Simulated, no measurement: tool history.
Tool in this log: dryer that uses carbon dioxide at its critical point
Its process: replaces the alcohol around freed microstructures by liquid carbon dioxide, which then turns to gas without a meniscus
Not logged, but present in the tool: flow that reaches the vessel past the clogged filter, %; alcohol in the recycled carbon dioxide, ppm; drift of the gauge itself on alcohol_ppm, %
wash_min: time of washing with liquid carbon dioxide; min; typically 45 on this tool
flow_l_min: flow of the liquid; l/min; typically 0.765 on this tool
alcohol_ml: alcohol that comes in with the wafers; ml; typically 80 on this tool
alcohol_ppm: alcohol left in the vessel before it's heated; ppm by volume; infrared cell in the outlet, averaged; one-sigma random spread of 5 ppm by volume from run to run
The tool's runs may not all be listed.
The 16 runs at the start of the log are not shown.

run,day,wash_min,flow_l_min,alcohol_ml,hours of work since the filter was changed,hours of work since the purifier's bed was changed,alcohol_ppm
17,18.625,45,0.528,65,179,462,171
18,19.729,45,0.528,65,187,471,166
19,20.958,45,0.577,65,196,479,123
20,22.117,45,0.577,35,204,488,92
21,23.554,45,0.577,35,215,498,97
22,24.979,52,0.938,60,225,509,55
23,25.725,35,0.763,80,230,514,131
24,26.754,42,0.694,52,238,522,93
25,27.904,56,0.694,20,246,530,66
26,29.429,56,0.694,20,258,541,66
27,30.954,31,0.622,102,269,553,530
28,32.133,31,0.622,102,277,561,546
29,33.550,45,0.963,95,288,572,65
30,34.825,45,0.779,95,297,581,82
31,36.283,45,0.779,95,308,592,85
32,37.192,45,0.779,95,314,598,95
33,38.108,45,1.035,80,321,605,75
34,39.092,45,1.035,80,328,612,70
35,39.821,45,0.849,39,334,617,81
36,40.679,50,0.765,94,340,624,80
37,41.983,58,0.710,94,349,633,75

Expected results for the next run?
38,43.179,58,0.583,28,358,642,?

alcohol_ppm: 81 ppm by volume
If the tool had no hidden condition, the same run with the same run-to-run variation would have returned alcohol_ppm 9 ppm by volume.
